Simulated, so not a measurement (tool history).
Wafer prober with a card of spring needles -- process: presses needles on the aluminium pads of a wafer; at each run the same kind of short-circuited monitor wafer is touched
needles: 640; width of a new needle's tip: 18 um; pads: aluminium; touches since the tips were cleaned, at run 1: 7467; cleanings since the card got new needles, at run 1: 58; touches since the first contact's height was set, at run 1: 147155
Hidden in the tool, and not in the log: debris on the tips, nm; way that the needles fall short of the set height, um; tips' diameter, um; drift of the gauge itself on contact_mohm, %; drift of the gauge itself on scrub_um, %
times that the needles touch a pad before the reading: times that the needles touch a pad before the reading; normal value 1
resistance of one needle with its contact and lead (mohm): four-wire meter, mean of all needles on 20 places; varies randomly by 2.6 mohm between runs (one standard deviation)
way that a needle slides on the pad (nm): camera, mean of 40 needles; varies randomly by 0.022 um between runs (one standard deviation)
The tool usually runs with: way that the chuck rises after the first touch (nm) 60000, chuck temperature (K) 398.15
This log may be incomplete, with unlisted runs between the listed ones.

| run | hour | way that the chuck rises after the first touch (nm) | chuck temperature (K) | times that the needles touch a pad before the reading | touches since the tips were cleaned | cleanings since the card got new needles | touches since the first contact's height was set | resistance of one needle with its contact and lead (mohm) | way that a needle slides on the pad (nm) |
|---|---|---|---|---|---|---|---|---|---|
| 1 | 0 | 60000 | 398.15 | 1 | 7467 | 58 | 147155 | 332 | 14070 |
|  | 2.7 | tips cleaned on abrasive film |
|  | 18.1 | tips cleaned on abrasive film |
| 2 | 30.5 | 60000 | 398.15 | 1 | 7084 | 60 | 164471 | 332 | 13940 |
|  | 34.3 | tips cleaned on abrasive film |
|  | 51 | tips cleaned on abrasive film |
| 3 | 52 | 60000 | 398.15 | 1 | 594 | 62 | 176594 | 305 | 13970 |
|  | 66.4 | tips cleaned on abrasive film |
| 4 | 70.6 | 60000 | 304.15 | 1 | 2426 | 63 | 187159 | 292 | 13920 |
|  | 82.8 | tips cleaned on abrasive film |
|  | 93.5 | tips cleaned on abrasive film, once more |
| 5 | 104.6 | 60000 | 304.15 | 1 | 6331 | 65 | 206445 | 313 | 13910 |
|  | 109.2 | tips cleaned on abrasive film |
|  | 125.5 | tips cleaned on abrasive film |
|  | 125.8 | height of the first contact set anew |
| 6 | 135.4 | 60000 | 398.15 | 1 | 5525 | 67 | 5525 | 331 | 14290 |
|  | 141.1 | tips cleaned on abrasive film |
|  | 156 | tips cleaned on abrasive film |
| 7 | 167.7 | 60000 | 398.15 | 1 | 6652 | 69 | 23807 | 331 | 14250 |
|  | 171.6 | tips cleaned on abrasive film |
|  | 188.1 | tips cleaned on abrasive film |
| 8 | 196.3 | 60000 | 398.15 | 1 | 4636 | 71 | 39998 | 323 | 14230 |
|  | 203.3 | tips cleaned on abrasive film |
| 9 | 211.8 | 60000 | 398.15 | 1 | 4878 | 72 | 48835 | 327 | 14210 |
|  | 220.4 | tips cleaned on abrasive film |
|  | 236.1 | tips cleaned on abrasive film |
| 10 | 242.9 | 60000 | 398.15 | 1 | 3849 | 74 | 66414 | 328 | 14190 |
|  | 251.3 | tips cleaned on abrasive film |
|  | 266.4 | tips cleaned on abrasive film |
| 11 | 270 | 60000 | 398.15 | 1 | 2089 | 76 | 81795 | 314 | 14180 |
|  | 281.3 | tips cleaned on abrasive film |
| 12 | 290.5 | 55000 | 369.15 | 1 | 5273 | 77 | 93426 | 326 | 12940 |
|  | 298 | tips cleaned on abrasive film |
|  | 313.1 | tips cleaned on abrasive film |
| 13 | 317.7 | 70000 | 329.15 | 1 | 2631 | 79 | 108813 | 291 | 16490 |
|  | 330.3 | tips cleaned on abrasive film |
|  | 347 | tips cleaned on abrasive film |
| 14 | 349.1 | 75000 | 339.15 | 1 | 1222 | 81 | 126659 | 291 | 17630 |
|  | 362.7 | tips cleaned on abrasive film |
|  | 378.9 | tips cleaned on abrasive film |
| 15 | 383.5 | 73000 | 318.15 | 1 | 2621 | 83 | 146167 | 288 | 17150 |
|  | 394 | tips cleaned on abrasive film |
| 16 | 403.1 | 77000 | 319.15 | 1 | 5205 | 84 | 157297 | 295 | 18100 |
|  | 408.7 | tips cleaned on abrasive film |
| 17 | 422 | 40000 | 352.15 | 2 | 7549 | 85 | 167984 | 337 | 9260 |
|  | 424.8 | tips cleaned on abrasive film |
| 18 | 436.1 | 49000 | 306.15 | 3 | 6452 | 86 | 175993 | 294 | 11410 |
|  | 441.5 | tips cleaned on abrasive film |
| 19 | 454.9 | 64000 | 342.15 | 2 | 7627 | 87 | 186632 | 305 | 14960 |
|  | 456.5 | tips cleaned on abrasive film |
|  | 471.3 | tips cleaned on abrasive film |
| 20 | 471.3 | 64000 | 342.15 | 2 | 0 | 89 | 195917 | 283 | 14980 |
|  | 487.7 | tips cleaned on abrasive film |
| 21 | 495.3 | 64000 | 342.15 | 2 | 4334 | 90 | 209544 | 301 | 14920 |

Alternative continuations, all from the tool just after run 21; predict every row:
|  | 503.3 | tips cleaned on abrasive film |
|  | 510.4 | height of the first contact set anew |
| A | 515.4 | 54000 | 342.15 | 2 | 6717 | 91 | 2809 | ? | ? |
|  | 503.3 | tips cleaned on abrasive film |
|  | 510.4 | height of the first contact set anew |
| B | 515.4 | 60000 | 398.15 | 3 | 6717 | 91 | 2809 | ? | ? |
|  | 503.3 | tips cleaned on abrasive film |
|  | 510.4 | height of the first contact set anew |
| C | 515.4 | 52000 | 307.15 | 1 | 6717 | 91 | 2809 | ? | ? |
|  | 503.3 | tips cleaned on abrasive film |
|  | 510.4 | height of the first contact set anew |
| D | 515.4 | 63000 | 315.15 | 3 | 6717 | 91 | 2809 | ? | ? |
|  | 503.3 | tips cleaned on abrasive film |
|  | 510.4 | height of the first contact set anew |
| E | 515.4 | 54000 | 342.15 | 1 | 6717 | 91 | 2809 | ? | ? |

| run | resistance of one needle with its contact and lead (mohm) | way that a needle slides on the pad (nm) |
|---|---|---|
| A | 312 | 12830 |
| B | 314 | 14300 |
| C | 325 | 12390 |
| D | 286 | 14960 |
| E | 330 | 12890 |
Take away the tool's hidden state, keep each run's random variation, and the runs would have read:
| run | resistance of one needle with its contact and lead (mohm) | way that a needle slides on the pad (nm) |
|---|---|---|
| A | 283 | 12830 |
| B | 300 | 14300 |
| C | 272 | 12390 |
| D | 271 | 14960 |
| E | 283 | 12890 |
